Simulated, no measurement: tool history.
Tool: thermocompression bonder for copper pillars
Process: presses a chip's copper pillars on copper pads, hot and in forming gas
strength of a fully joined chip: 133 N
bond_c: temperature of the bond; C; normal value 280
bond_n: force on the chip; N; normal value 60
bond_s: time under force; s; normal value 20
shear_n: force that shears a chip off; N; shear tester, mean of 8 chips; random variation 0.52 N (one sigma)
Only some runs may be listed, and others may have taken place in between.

| run | hour | bond_c | bond_n | bond_s | shear_n |
|---|---|---|---|---|---|
| 1 | 0 | 280 | 60 | 20 | 51.1 |
| 2 | 97.3 | 280 | 60 | 20 | 50.2 |
| 3 | 188.7 | 280 | 60 | 20 | 49.6 |
|  | 220 | heater calibrated with a thermocouple chip |
| 4 | 248.3 | 280 | 60 | 20 | 45.2 |
| 5 | 315 | 280 | 60 | 20 | 45 |
| 6 | 381.2 | 280 | 60 | 20 | 45 |
| 7 | 432.4 | 280 | 60 | 20 | 45.2 |
| 8 | 513.1 | 280 | 61 | 20 | 44.2 |
|  | 527.7 | forming gas filter changed |
| 9 | 588.3 | 280 | 60 | 20 | 46.9 |
| 10 | 637.1 | 280 | 60 | 20 | 46 |
| 11 | 723.3 | 280 | 60 | 20 | 46.1 |
|  | 738.2 | heater calibrated with a thermocouple chip, once more |
| 12 | 774.8 | 280 | 72 | 20 | 67.3 |
| 13 | 825.4 | 282 | 72 | 20 | 67.8 |
| 14 | 887 | 282 | 72 | 20 | 67.2 |
| 15 | 950.7 | 282 | 72 | 20 | 66.2 |
| 16 | 1011.1 | 282 | 72 | 20 | 64.7 |
| 17 | 1084.2 | 282 | 46 | 20 | 48.5 |
| 18 | 1133.2 | 282 | 46 | 20 | 49.3 |
| 19 | 1183.3 | 282 | 46 | 20 | 49.2 |
| 20 | 1252 | 280 | 60 | 20 | 56.3 |
|  | 1314.1 | forming gas filter changed |
| 21 | 1338.1 | 280 | 60 | 20 | 58.7 |
|  | 1353.6 | force cell calibrated |
| 22 | 1410.4 | 280 | 60 | 20 | 56.2 |
| 23 | 1479.3 | 309 | 72 | 20 | 83.3 |
| 24 | 1538.1 | 309 | 72 | 20 | 84.3 |
| 25 | 1620.6 | 309 | 72 | 20 | 82.2 |
| 26 | 1691.6 | 298 | 63 | 42 | 86.9 |
| 27 | 1772.3 | 256 | 69 | 10 | 31.9 |
| 28 | 1872 | 256 | 69 | 10 | 30.5 |
| 29 | 1918.6 | 256 | 69 | 10 | 30.9 |
| 30 | 2002 | 252 | 63 | 43 | 48.3 |
| 31 | 2082.4 | 252 | 63 | 43 | 48 |
|  | 2099.5 | forming gas filter changed |
| 32 | 2165.4 | 280 | 60 | 15 | 49.2 |
| 33 | 2264.5 | 280 | 60 | 15 | 48.4 |
| 34 | 2325.4 | 280 | 60 | 15 | 47.4 |
| 35 | 2411.1 | 280 | 77 | 14 | 53.9 |
| 36 | 2496.4 | 294 | 64 | 11 | 52.4 |
| 37 | 2582.9 | 294 | 64 | 11 | 51.5 |
| 38 | 2684.1 | 260 | 44 | 11 | 23.6 |
| 39 | 2748.1 | 265 | 60 | 11 | 31.2 |

Results per run with the tool's hidden condition removed, run-to-run variation unchanged:
Unlogged tool condition in this case: true temperature of the bond over the reading, C; force that reaches the chip, % of what is set; oxide that the forming gas leaves, % of the face; drift of the gauge itself on shear_n, %.
| run | shear_n |
|---|---|
| 1 | 59.3 |
| 2 | 59.1 |
| 3 | 59.1 |
| 4 | 58.4 |
| 5 | 58.8 |
| 6 | 59.3 |
| 7 | 59.8 |
| 8 | 59.4 |
| 9 | 59 |
| 10 | 58.4 |
| 11 | 59.2 |
| 12 | 66.8 |
| 13 | 67.9 |
| 14 | 67.8 |
| 15 | 67.4 |
| 16 | 66.4 |
| 17 | 50.2 |
| 18 | 51.4 |
| 19 | 51.7 |
| 20 | 59.8 |
| 21 | 58.4 |
| 22 | 58.9 |
| 23 | 87 |
| 24 | 88.7 |
| 25 | 87.4 |
| 26 | 93.2 |
| 27 | 35.7 |
| 28 | 34.7 |
| 29 | 35.3 |
| 30 | 55.7 |
| 31 | 55.9 |
| 32 | 53.3 |
| 33 | 53.1 |
| 34 | 52.5 |
| 35 | 60.1 |
| 36 | 58.8 |
| 37 | 58.6 |
| 38 | 28.2 |
| 39 | 37.4 |
